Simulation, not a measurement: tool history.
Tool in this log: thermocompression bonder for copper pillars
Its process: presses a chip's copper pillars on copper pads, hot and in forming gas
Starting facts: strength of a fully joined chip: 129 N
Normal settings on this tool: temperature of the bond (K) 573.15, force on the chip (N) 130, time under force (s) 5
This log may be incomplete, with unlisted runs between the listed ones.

| run | hour | temperature of the bond (K) | force on the chip (N) | time under force (s) | force that shears a chip off (N) |
|---|---|---|---|---|---|
| 1 | 0.0 | 573.15 | 130 | 5 | 57.6 |
| 2 | 14.9 | 573.15 | 130 | 5 | 57.5 |
| 3 | 27.4 | 573.15 | 132 | 5 | 58.0 |
| 4 | 48.6 | 573.15 | 130 | 5 | 56.7 |
| 5 | 72.6 | 573.15 | 130 | 4 | 52.9 |
| 6 | 88.5 | 573.15 | 130 | 5 | 57.5 |
| 7 | 112.3 | 573.15 | 130 | 5 | 54.8 |
| 8 | 128.5 | 573.15 | 97 | 5 | 49.4 |
| 9 | 148.5 | 573.15 | 97 | 5 | 49.0 |
| 10 | 171.8 | 573.15 | 97 | 5 | 48.5 |
| 11 | 187.0 | 573.15 | 97 | 5 | 47.2 |
|  | 204.1 | forming gas filter changed |
| 12 | 208.4 | 573.15 | 130 | 6 | 64.0 |
| 13 | 233.2 | 573.15 | 130 | 6 | 63.7 |
| 14 | 258.2 | 573.15 | 194 | 5 | 72.8 |
| 15 | 282.8 | 573.15 | 194 | 5 | 71.6 |
| 16 | 297.8 | 573.15 | 194 | 5 | 73.1 |
| 17 | 315.7 | 573.15 | 194 | 5 | 70.0 |
| 18 | 326.1 | 573.15 | 194 | 5 | 71.2 |
| 19 | 342.4 | 565.15 | 125 | 6 | 57.3 |
| 20 | 359.4 | 565.15 | 125 | 6 | 57.5 |
|  | 363.1 | heater calibrated with a thermocouple chip |
| 21 | 372.0 | 563.15 | 119 | 8 | 61.0 |
| 22 | 395.0 | 563.15 | 119 | 8 | 59.9 |
| 23 | 409.0 | 563.15 | 119 | 11 | 66.5 |
| 24 | 424.2 | 563.15 | 119 | 11 | 68.8 |
| 25 | 438.7 | 563.15 | 119 | 11 | 66.9 |
|  | 452.0 | heater calibrated with a thermocouple chip, once more |
| 26 | 452.0 | 601.15 | 81 | 7 | 67.3 |
| 27 | 471.4 | 601.15 | 81 | 7 | 65.6 |
| 28 | 496.4 | 601.15 | 81 | 7 | 66.6 |
| 29 | 511.8 | 601.15 | 124 | 7 | 78.8 |
| 30 | 530.2 | 567.15 | 130 | 5 | 51.2 |
| 31 | 555.4 | 567.15 | 130 | 5 | 53.1 |

Consider 5 possible next runs. They are alternatives, not a sequence: every one starts from the tool as it was left by run 31. What does each give?
| A | 579.3 | 580.15 | 139 | 4 | ? |
| B | 579.3 | 568.15 | 103 | 3 | ? |
| C | 579.3 | 566.15 | 130 | 10 | ? |
| D | 579.3 | 582.15 | 130 | 3 | ? |
| E | 579.3 | 586.15 | 175 | 5 | ? |

| run | force that shears a chip off (N) |
|---|---|
| A | 56.4 |
| B | 38.4 |
| C | 66.1 |
| D | 50.1 |
| E | 72.2 |
Had the tool no hidden state, the same runs would have come out as:
| run | force that shears a chip off (N) |
|---|---|
| A | 59.3 |
| B | 40.2 |
| C | 69.5 |
| D | 52.6 |
| E | 76.1 |

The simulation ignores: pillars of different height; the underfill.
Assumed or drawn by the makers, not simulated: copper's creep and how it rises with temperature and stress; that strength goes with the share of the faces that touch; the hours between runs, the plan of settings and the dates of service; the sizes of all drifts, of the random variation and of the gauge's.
